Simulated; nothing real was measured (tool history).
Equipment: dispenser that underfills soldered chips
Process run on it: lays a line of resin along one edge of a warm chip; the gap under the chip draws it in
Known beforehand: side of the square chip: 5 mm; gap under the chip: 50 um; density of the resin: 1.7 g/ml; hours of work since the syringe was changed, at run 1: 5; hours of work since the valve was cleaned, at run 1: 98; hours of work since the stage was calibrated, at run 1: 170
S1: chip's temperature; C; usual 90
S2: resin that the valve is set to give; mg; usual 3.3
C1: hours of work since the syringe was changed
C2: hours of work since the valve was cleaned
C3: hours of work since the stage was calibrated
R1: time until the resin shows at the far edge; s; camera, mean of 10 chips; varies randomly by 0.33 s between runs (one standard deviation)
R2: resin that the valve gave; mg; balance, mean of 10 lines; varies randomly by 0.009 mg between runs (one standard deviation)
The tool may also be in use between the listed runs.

run	hour	S1	S2	C1	C2	C3	R1	R2
1	0	90	3.3	5	98	170	19.8	3.147
# hour 1.6: new syringe of resin
# hour 11.8: new syringe of resin
2	12.4	90	3.3	0	106	178	15.5	3.16
# hour 21.6: new syringe of resin
3	27.5	90	3.3	4	115	187	18.5	3.14
# hour 30.7: dispensing valve cleaned and set on the balance
# hour 32.5: new syringe of resin
4	38.7	90	3.3	4	5	194	18.6	3.29
# hour 42: new syringe of resin
# hour 51.5: new syringe of resin
5	54.7	90	3.3	2	15	204	17.3	3.281
# hour 61.2: new syringe of resin
6	69.8	88	3.3	5	24	213	22	3.258
# hour 71: new syringe of resin
7	79.2	88	3.3	5	30	219	21.4	3.245
# hour 80.8: new syringe of resin
# hour 90.6: new syringe of resin
8	94.6	80	3.65	3	40	228	27.1	3.581
# hour 100.5: new syringe of resin
9	105.8	95	2.81	3	47	235	15.4	2.744
# hour 110.7: new syringe of resin
# hour 120.6: new syringe of resin
10	122.4	95	2.81	1	57	246	13.3	2.729
# hour 130.7: new syringe of resin
11	139.1	102	3.3	5	67	256	12.3	3.187
# hour 140.2: new syringe of resin
# hour 149.5: new syringe of resin
12	149.5	90	4.25	0	74	262	15.3	4.105

4 options for the next run, each taken on its own from the tool as it stands now. Forecast them:
# hour 159.9: new syringe of resin
A	160.6	90	3.84	0	80	269	?	?
# hour 159.9: new syringe of resin
B	160.6	103	3.3	0	80	269	?	?
# hour 159.9: new syringe of resin
C	160.6	83	2.82	0	80	269	?	?
# hour 159.9: new syringe of resin
D	160.6	98	3.15	0	80	269	?	?

run	R1	R2
A	15.6	3.689
B	9.2	3.179
C	22.2	2.716
D	11	3.041
Had the tool no hidden state, the same runs would have come out as:
run	R1	R2
A	14.7	3.827
B	8.7	3.298
C	20.7	2.817
D	10.4	3.155

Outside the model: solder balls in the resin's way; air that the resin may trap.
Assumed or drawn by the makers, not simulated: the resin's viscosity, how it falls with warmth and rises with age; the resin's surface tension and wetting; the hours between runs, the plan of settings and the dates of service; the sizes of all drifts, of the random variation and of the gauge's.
